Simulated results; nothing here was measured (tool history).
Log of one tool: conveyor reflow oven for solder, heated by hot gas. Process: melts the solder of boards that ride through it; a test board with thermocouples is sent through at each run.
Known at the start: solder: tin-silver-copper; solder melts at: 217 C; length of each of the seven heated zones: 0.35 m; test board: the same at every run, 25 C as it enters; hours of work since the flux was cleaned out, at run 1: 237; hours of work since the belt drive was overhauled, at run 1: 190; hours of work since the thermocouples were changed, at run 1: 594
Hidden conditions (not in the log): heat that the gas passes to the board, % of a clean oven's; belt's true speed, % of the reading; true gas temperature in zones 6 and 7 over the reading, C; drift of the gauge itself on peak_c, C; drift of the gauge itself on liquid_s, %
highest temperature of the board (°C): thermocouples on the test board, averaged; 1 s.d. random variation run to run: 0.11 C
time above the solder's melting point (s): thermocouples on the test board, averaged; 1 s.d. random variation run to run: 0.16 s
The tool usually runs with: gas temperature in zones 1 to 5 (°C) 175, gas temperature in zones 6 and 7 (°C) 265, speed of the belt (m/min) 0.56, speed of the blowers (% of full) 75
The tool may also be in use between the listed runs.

run,hour,gas temperature in zones 1 to 5 (°C),gas temperature in zones 6 and 7 (°C),speed of the belt (m/min),speed of the blowers (% of full),hours of work since the flux was cleaned out,hours of work since the belt drive was overhauled,hours of work since the thermocouples were changed,highest temperature of the board (°C),time above the solder's melting point (s)
1,0,175,265,0.56,75,237,190,594,253.5,58.9
# hour 9.9: flux residue cleaned out of gas plates and filters
2,18.2,175,275,0.56,75,4,197,601,263,64
3,36.1,188,265,0.56,75,13,206,610,255.4,64.8
4,48.7,175,265,0.56,80,19,212,616,254.5,59.3
5,69.3,175,265,0.56,80,30,223,627,254.6,59.5
6,86.1,175,265,0.56,75,38,231,635,253.7,58.7
7,102.8,175,265,0.56,75,47,239,643,253.7,58.5
8,113.2,175,265,0.56,75,52,245,649,253.6,58.8
9,127.6,175,265,0.56,75,59,252,656,253.8,58.6
10,145.9,175,265,0.533,75,68,261,665,254.8,63.1
11,167.2,175,265,0.56,89,79,272,676,256,60.8
# hour 183.9: thermocouples of zones 6 and 7 changed
12,191,175,270,0.56,75,90,283,4,258.3,61.6
13,208.3,175,270,0.56,75,99,291,12,258.3,61.4
14,230,175,265,0.56,75,109,302,23,253.8,58.6
15,245.9,175,267,0.56,75,117,310,31,255.5,59.8
16,257.2,175,267,0.56,75,123,316,37,255.5,60
17,269.8,175,258,0.639,50,129,322,43,236.8,34.9
18,284.2,175,258,0.56,75,137,329,50,247.4,54.6
19,296.9,175,262,0.61,75,143,336,57,249,50.2
20,307.7,175,262,0.61,75,148,341,62,248.7,50.2
21,320.4,170,262,0.61,75,155,348,68,247.9,48.1
22,330.6,174,256,0.593,75,160,353,74,244,47.8
23,350,174,256,0.593,75,170,362,83,243.9,47.6
24,360.6,169,256,0.526,79,175,368,89,246.6,56.7
25,382,177,265,0.56,75,186,378,99,254.1,60
26,396,177,265,0.56,75,193,386,106,254.2,59.7
27,407.8,175,265,0.574,75,199,391,112,253.1,56.6
28,419.1,175,265,0.629,70,204,397,118,249.5,48.4
29,434.7,172,265,0.567,64,212,405,126,250.7,54.1
30,444.7,172,265,0.567,64,217,410,131,250.4,54.1

Run 31, settings as shown, results not yet in. Your forecast:
31,457.5,186,279,0.56,75,224,416,137,?,?

Logged for run 31: highest temperature of the board (°C) 267.8, time above the solder's melting point (s) 69.8.
Had the tool carried no hidden state, the very same run would have given highest temperature of the board (°C) 267.8, time above the solder's melting point (s) 69.8.
